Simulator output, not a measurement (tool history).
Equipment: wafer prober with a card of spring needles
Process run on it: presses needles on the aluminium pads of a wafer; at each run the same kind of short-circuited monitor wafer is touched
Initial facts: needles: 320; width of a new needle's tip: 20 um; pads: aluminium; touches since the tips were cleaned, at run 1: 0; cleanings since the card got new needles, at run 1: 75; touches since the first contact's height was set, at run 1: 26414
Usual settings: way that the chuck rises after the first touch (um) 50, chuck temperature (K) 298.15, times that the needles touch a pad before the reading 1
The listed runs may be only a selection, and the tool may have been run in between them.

run     day  way that the chuck rises after the first touch (um)  chuck temperature (K)  times that the needles touch a pad before the reading  touches since the tips were cleaned  cleanings since the card got new needles  touches since the first contact's height was set  resistance of one needle with its contact and lead (mohm)  way that a needle slides on the pad (um)
  1       0                                                   50                 298.15                                                      1                                    0                                        75                                             26414                                                        271                                      9.75
      0.429  -- tips cleaned on abrasive film
      0.779  -- tips cleaned on abrasive film
      1.208  -- tips cleaned on abrasive film
  2   1.492                                                   50                 298.15                                                      1                                 4256                                        78                                             48676                                                        429                                       9.7
      1.583  -- tips cleaned on abrasive film
      2.025  -- tips cleaned on abrasive film
      2.462  -- tips cleaned on abrasive film
  3   2.646                                                   50                 298.15                                                      1                                 2759                                        81                                             65924                                                        383                                      9.71
      2.825  -- tips cleaned on abrasive film
      3.254  -- tips cleaned on abrasive film
      3.671  -- tips cleaned on abrasive film
      4.108  -- tips cleaned on abrasive film
  4   4.312                                                   50                 298.15                                                      3                                 3090                                        85                                             90769                                                        299                                      9.65
      4.492  -- tips cleaned on abrasive film
      4.917  -- tips cleaned on abrasive film
      5.342  -- tips cleaned on abrasive film
      5.746  -- tips cleaned on abrasive film
  5   5.871                                                   50                 298.15                                                      1                                 1864                                        89                                            113979                                                        348                                      9.48
      6.138  -- tips cleaned on abrasive film
      6.579  -- tips cleaned on abrasive film
      7.021  -- tips cleaned on abrasive film
  6   7.033                                                   50                 298.15                                                      1                                  233                                        92                                            131336                                                        284                                      9.49
      7.388  -- tips cleaned on abrasive film
      7.825  -- tips cleaned on abrasive film
      8.038  -- height of the first contact set anew
  7   8.038                                                   50                 298.15                                                      2                                 3029                                        94                                                 0                                                        334                                      9.84
      8.217  -- tips cleaned on abrasive film
      8.642  -- tips cleaned on abrasive film
      9.071  -- tips cleaned on abrasive film
      9.483  -- tips cleaned on abrasive film
  8   9.675                                                   50                 298.15                                                      1                                 2906                                        98                                             24403                                                        391                                      9.82
      9.854  -- tips cleaned on abrasive film
     10.288  -- tips cleaned on abrasive film
     10.712  -- tips cleaned on abrasive film
     11.154  -- tips cleaned on abrasive film
  9  11.258                                                   50                 298.15                                                      1                                 1605                                       102                                             48046                                                        354                                      9.67
     11.512  -- tips cleaned on abrasive film
     11.942  -- tips cleaned on abrasive film
 10  12.083                                                   43                 298.15                                                      1                                 2188                                       104                                             60349                                                        434                                       8.3
      12.35  -- tips cleaned on abrasive film
     12.704  -- tips cleaned on abrasive film
 11  12.817                                                   50                 298.15                                                      1                                 1747                                       106                                             71263                                                        363                                      9.63
     13.083  -- tips cleaned on abrasive film
     13.517  -- tips cleaned on abrasive film
     13.888  -- tips cleaned on abrasive film
 12  13.888                                                   50                 298.15                                                      1                                    0                                       109                                             87212                                                        268                                      9.61
     14.317  -- tips cleaned on abrasive film
     14.729  -- tips cleaned on abrasive film
     15.133  -- tips cleaned on abrasive film
 13  15.133                                                   50                 298.15                                                      3                                    0                                       112                                            105778                                                        258                                      9.56
     15.571  -- tips cleaned on abrasive film
     16.012  -- tips cleaned on abrasive film
     16.367  -- tips cleaned on abrasive film
 14  16.521                                                   50                 298.15                                                      2                                 2358                                       115                                            126492                                                        323                                       9.5
     16.771  -- tips cleaned on abrasive film
     17.204  -- tips cleaned on abrasive film
     17.558  -- tips cleaned on abrasive film
     17.904  -- height of the first contact set anew
 15  17.921                                                   50                 298.15                                                      3                                 5252                                       118                                               252                                                        322                                      9.85
     18.012  -- tips cleaned on abrasive film
     18.454  -- tips cleaned on abrasive film
     18.883  -- tips cleaned on abrasive film
     19.308  -- tips cleaned on abrasive film
 16  19.567                                                   51                 300.15                                                      1                                 3885                                       122                                             24821                                                        426                                     10.04
     19.746  -- tips cleaned on abrasive film
     20.162  -- tips cleaned on abrasive film
     20.579  -- tips cleaned on abrasive film
     20.933  -- tips cleaned on abrasive film
 17  21.271                                                   50                 298.15                                                      2                                 5053                                       126                                             50208                                                        380                                      9.78
     21.354  -- tips cleaned on abrasive film
     21.796  -- tips cleaned on abrasive film
     22.154  -- tips cleaned on abrasive film
 18  22.154                                                   66                 314.15                                                      3                                    0                                       129                                             63361                                                        249                                     12.84
     22.592  -- tips cleaned on abrasive film
     23.017  -- tips cleaned on abrasive film
 19  23.329                                                   33                 298.15                                                      2                                 4686                                       131                                             80906                                                        549                                      6.29
     23.417  -- tips cleaned on abrasive film
     23.829  -- tips cleaned on abrasive film
     24.179  -- tips cleaned on abrasive film
     24.546  -- tips cleaned on abrasive film
 20  24.546                                                   54                 342.15                                                      2                                    0                                       135                                             98994                                                        267                                     10.42
     24.988  -- tips cleaned on abrasive film
     25.412  -- tips cleaned on abrasive film
     25.833  -- tips cleaned on abrasive film
     26.233  -- tips cleaned on abrasive film
 21  26.233                                                   36                 314.15                                                      1                                    0                                       139                                            124162                                                        308                                      6.76
     26.654  -- tips cleaned on abrasive film
     27.079  -- tips cleaned on abrasive film
     27.508  -- tips cleaned on abrasive film
 22    27.6                                                   36                 314.15                                                      1                                 1364                                       142                                            144548                                                        455                                      6.73
     27.783  -- height of the first contact set anew
     27.875  -- tips cleaned on abrasive film
       28.3  -- tips cleaned on abrasive film
     28.742  -- tips cleaned on abrasive film
     29.171  -- tips cleaned on abrasive film
 23  29.329                                                   64                 314.15                                                      1                                 2364                                       146                                             23005                                                        331                                     12.51
     29.588  -- tips cleaned on abrasive film
     29.942  -- tips cleaned on abrasive film
     30.296  -- tips cleaned on abrasive film
     30.738  -- tips cleaned on abrasive film
 24  30.912                                                   31                 394.15                                                      2                                 2682                                       150                                             46629                                                        524                                      5.97
     31.092  -- tips cleaned on abrasive film
     31.512  -- tips cleaned on abrasive film
     31.917  -- tips cleaned on abrasive film
     32.292  -- tips cleaned on abrasive film
 25  32.292                                                   70                 366.15                                                      3                                    0                                       154                                             67166                                                        260                                     13.57
     32.712  -- tips cleaned on abrasive film
     33.125  -- tips cleaned on abrasive film
     33.567  -- tips cleaned on abrasive film
 26  33.825                                                   50                 326.15                                                      1                                 3935                                       157                                             90067                                                        455                                      9.55
     34.004  -- tips cleaned on abrasive film
     34.358  -- tips cleaned on abrasive film
       34.8  -- tips cleaned on abrasive film
 27  34.896                                                   42                 326.15                                                      1                                 1421                                       160                                            105977                                                        435                                      8.04
     35.162  -- tips cleaned on abrasive film
     35.592  -- tips cleaned on abrasive film
     36.029  -- tips cleaned on abrasive film
 28  36.117                                                   61                 337.15                                                      3                                 1308                                       163                                            124193                                                        274                                     11.69

Below are 3 alternative next runs, each starting from the tool's condition after run 28. Predict each:
     36.458  -- tips cleaned on abrasive film
     36.888  -- tips cleaned on abrasive film
     37.242  -- tips cleaned on abrasive film
  A  37.3                                                   54                 359.15                                                      1                                  888                                       166                                            141841                                                          ?                                         ?
     36.458  -- tips cleaned on abrasive film
     36.888  -- tips cleaned on abrasive film
     37.242  -- tips cleaned on abrasive film
  B  37.3                                                   37                 318.15                                                      2                                  888                                       166                                            141841                                                          ?                                         ?
     36.458  -- tips cleaned on abrasive film
     36.888  -- tips cleaned on abrasive film
     37.242  -- tips cleaned on abrasive film
  C  37.3                                                   58                 356.15                                                      3                                  888                                       166                                            141841                                                          ?                                         ?

run  resistance of one needle with its contact and lead (mohm)  way that a needle slides on the pad (um)
  A                                                        332                                     10.28
  B                                                        357                                       6.9
  C                                                        286                                     11.04
Without the tool's unlogged condition, the same runs would have read:
run  resistance of one needle with its contact and lead (mohm)  way that a needle slides on the pad (um)
  A                                                        260                                     10.65
  B                                                        258                                      7.27
  C                                                        258                                     11.41

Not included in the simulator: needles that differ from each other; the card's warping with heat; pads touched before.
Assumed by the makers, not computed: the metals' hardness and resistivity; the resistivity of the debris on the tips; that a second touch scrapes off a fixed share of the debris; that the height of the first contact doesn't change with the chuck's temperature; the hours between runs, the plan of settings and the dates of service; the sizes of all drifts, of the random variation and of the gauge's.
